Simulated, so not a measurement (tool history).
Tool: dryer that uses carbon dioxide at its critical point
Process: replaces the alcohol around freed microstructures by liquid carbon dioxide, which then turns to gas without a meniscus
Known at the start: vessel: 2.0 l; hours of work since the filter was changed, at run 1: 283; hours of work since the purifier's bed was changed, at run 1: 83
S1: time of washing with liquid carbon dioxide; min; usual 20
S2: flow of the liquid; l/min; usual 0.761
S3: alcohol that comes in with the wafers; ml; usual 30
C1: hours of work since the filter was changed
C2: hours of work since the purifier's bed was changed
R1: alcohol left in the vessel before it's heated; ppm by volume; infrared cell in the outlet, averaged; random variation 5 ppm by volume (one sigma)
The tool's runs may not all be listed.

run 1 hour=0 | S1=20 S2=0.761 S3=30 | C1=283 C2=83 | R1=72
run 2 hour=37.6 | S1=20 S2=0.761 S3=30 | C1=308 C2=108 | R1=78
run 3 hour=62.8 | S1=20 S2=0.761 S3=86 | C1=324 C2=125 | R1=191
run 4 hour=110.6 | S1=18 S2=0.761 S3=86 | C1=356 C2=157 | R1=331
run 5 hour=159.4 | S1=18 S2=0.761 S3=86 | C1=388 C2=189 | R1=364
run 6 hour=205.5 | S1=22 S2=0.761 S3=86 | C1=419 C2=219 | R1=139
run 7 hour=252.3 | S1=12 S2=0.761 S3=86 | C1=450 C2=251 | R1=1760
-- hour=266.1 inlet filter changed
run 8 hour=284.7 | S1=20 S2=0.761 S3=30 | C1=12 C2=271 | R1=76
run 9 hour=324.1 | S1=20 S2=0.761 S3=30 | C1=38 C2=297 | R1=76
run 10 hour=372.2 | S1=20 S2=0.761 S3=30 | C1=70 C2=329 | R1=78
run 11 hour=405.7 | S1=20 S2=0.761 S3=30 | C1=92 C2=352 | R1=80
run 12 hour=437.6 | S1=20 S2=0.761 S3=30 | C1=114 C2=373 | R1=84
run 13 hour=477.9 | S1=20 S2=0.761 S3=68 | C1=140 C2=399 | R1=137
run 14 hour=524.7 | S1=20 S2=0.761 S3=31 | C1=171 C2=430 | R1=98
run 15 hour=547.2 | S1=14 S2=0.761 S3=83 | C1=186 C2=445 | R1=812
run 16 hour=581.3 | S1=14 S2=1.181 S3=42 | C1=209 C2=468 | R1=104
run 17 hour=628.1 | S1=21 S2=0.761 S3=115 | C1=240 C2=499 | R1=209
run 18 hour=673.4 | S1=14 S2=0.559 S3=30 | C1=270 C2=529 | R1=922

Run 19 comes next. What will it give?
run 19 hour=707.3 | S1=14 S2=1.063 S3=21 | C1=292 C2=551 | R1=?

Run 19 gave R1 96 ppm by volume.
Without the tool's hidden state the same run would have given R1 30 ppm by volume.

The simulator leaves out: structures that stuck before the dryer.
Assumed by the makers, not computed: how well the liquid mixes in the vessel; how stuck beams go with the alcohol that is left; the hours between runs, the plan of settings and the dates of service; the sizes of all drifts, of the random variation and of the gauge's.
